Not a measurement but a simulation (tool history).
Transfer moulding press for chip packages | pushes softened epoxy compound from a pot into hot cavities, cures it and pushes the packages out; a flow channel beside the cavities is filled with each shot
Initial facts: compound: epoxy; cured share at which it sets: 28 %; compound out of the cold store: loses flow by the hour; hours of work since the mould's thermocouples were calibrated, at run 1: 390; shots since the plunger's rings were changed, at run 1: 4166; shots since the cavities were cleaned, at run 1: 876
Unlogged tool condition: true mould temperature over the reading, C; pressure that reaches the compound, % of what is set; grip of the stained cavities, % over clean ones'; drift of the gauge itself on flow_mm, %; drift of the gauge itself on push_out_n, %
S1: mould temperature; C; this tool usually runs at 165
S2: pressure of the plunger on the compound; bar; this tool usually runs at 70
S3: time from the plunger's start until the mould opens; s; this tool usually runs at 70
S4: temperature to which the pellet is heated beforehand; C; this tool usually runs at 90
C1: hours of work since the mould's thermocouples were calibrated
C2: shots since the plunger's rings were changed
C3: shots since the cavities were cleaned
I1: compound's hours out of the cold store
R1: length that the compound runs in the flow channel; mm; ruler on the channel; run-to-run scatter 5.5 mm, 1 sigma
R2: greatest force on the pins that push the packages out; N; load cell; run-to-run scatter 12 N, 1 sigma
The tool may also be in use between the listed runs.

run    hour   S1    S2   S3   S4   C1    C2   C3    I1   R1    R2
  1       0  165    70   70   90  390  4166  876  11.3  784  1046
          6  -- cavities cleaned with cleaning compound and waxed
       63.7  -- plunger's sealing rings changed
       65.2  -- cavities cleaned with cleaning compound and waxed
  2    82.5  165    70   70   90  444   293  293    11  825   788
      123.8  -- cavities cleaned with cleaning compound and waxed
  3   155.5  165    70   70   90  494  1502  537  43.9  686   839
      182.8  -- cavities cleaned with cleaning compound and waxed
  4   220.1  165    70   70   90  538  2568  631  38.3  698   857
        243  -- cavities cleaned with cleaning compound and waxed
      287.2  -- mould's thermocouples calibrated
  5   296.5  163    70   70   90    7  3800  871    10  798  1282
      301.8  -- cavities cleaned with cleaning compound and waxed
  6   336.8  163    70   88   90   34  4456  592  30.5  703   758
      358.2  -- cavities cleaned with cleaning compound and waxed
        381  -- plunger's sealing rings changed
      415.2  -- cavities cleaned with cleaning compound and waxed
  7   420.4  163    70   88   90   88   641   88  46.8  682   542
      470.3  -- cavities cleaned with cleaning compound and waxed
  8   470.3  159    70   70   90  122  1458    0  39.5  714   803
  9   520.5  165    70   70   90  157  2307  849    19  759  1009
      529.4  -- cavities cleaned with cleaning compound and waxed
 10   576.7  165    70   70   90  195  3232  800  22.6  757  1016
      585.3  -- cavities cleaned with cleaning compound and waxed
 11   614.8  165    70   70   90  221  3850  499    12  790   968
      641.7  -- cavities cleaned with cleaning compound and waxed
      698.9  -- plunger's sealing rings changed
      700.4  -- cavities cleaned with cleaning compound and waxed
 12   700.4  165    70   70   90  277     0    0  17.6  803   594
 13   745.6  165  52.3   70   90  309   763  763  47.6  588   964
      759.4  -- cavities cleaned with cleaning compound and waxed
      814.3  -- cavities cleaned with cleaning compound and waxed
 14   814.3  163  52.3  106   83  355  1875    0  33.6  623   453
 15   852.8  165  69.2   72   90  381  2525  650  22.5  762   919
      870.5  -- cavities cleaned with cleaning compound and waxed
 16   897.8  165  69.2   72   90  412  3260  461  17.1  767   873
      928.7  -- cavities cleaned with cleaning compound and waxed
 17   980.2  165    70   70   85  468  4626  869  47.1  653   992
      988.1  -- cavities cleaned with cleaning compound and waxed
     1014.6  -- plunger's sealing rings changed
 18  1025.1  165    70   70   85  497   178  583  32.2  729   889
     1044.4  -- cavities cleaned with cleaning compound and waxed
 19  1062.1  161    70   99   91  522   777  298   9.6  833   666
       1100  -- cavities cleaned with cleaning compound and waxed
 20    1100  161    70   99   91  547  1392    0  31.7  726   471
     1147.2  -- mould's thermocouples calibrated
     1155.8  -- cavities cleaned with cleaning compound and waxed
 21  1155.8  161    70   99   91    5  2277    0  31.6  736   485
 22  1200.9  165  79.6   89   90   36  3038  761  22.8  795   791
     1210.9  -- cavities cleaned with cleaning compound and waxed
 23    1262  159  54.5   89   88   78  4046  864  27.2  647   953
     1269.3  -- cavities cleaned with cleaning compound and waxed
     1325.1  -- cavities cleaned with cleaning compound and waxed
     1332.5  -- plunger's sealing rings changed
 24    1347  170  86.2   56   85  134   245  328  35.1  807  1013
     1381.8  -- cavities cleaned with cleaning compound and waxed
 25  1412.2  165    70   52  100  178  1322  514  43.5  683  1716

The logged runs with the hidden state left out (each run's random variation unchanged):
run   R1    R2
  1  825   613
  2  831   597
  3  702   561
  4  725   551
  5  839   714
  6  746   470
  7  689   488
  8  728   805
  9  782   571
 10  789   583
 11  830   627
 12  805   604
 13  595   561
 14  638   446
 15  787   555
 16  799   576
 17  692   571
 18  734   574
 19  844   476
 20  742   472
 21  759   478
 22  828   460
 23  681   536
 24  810   715
 25  695  1095
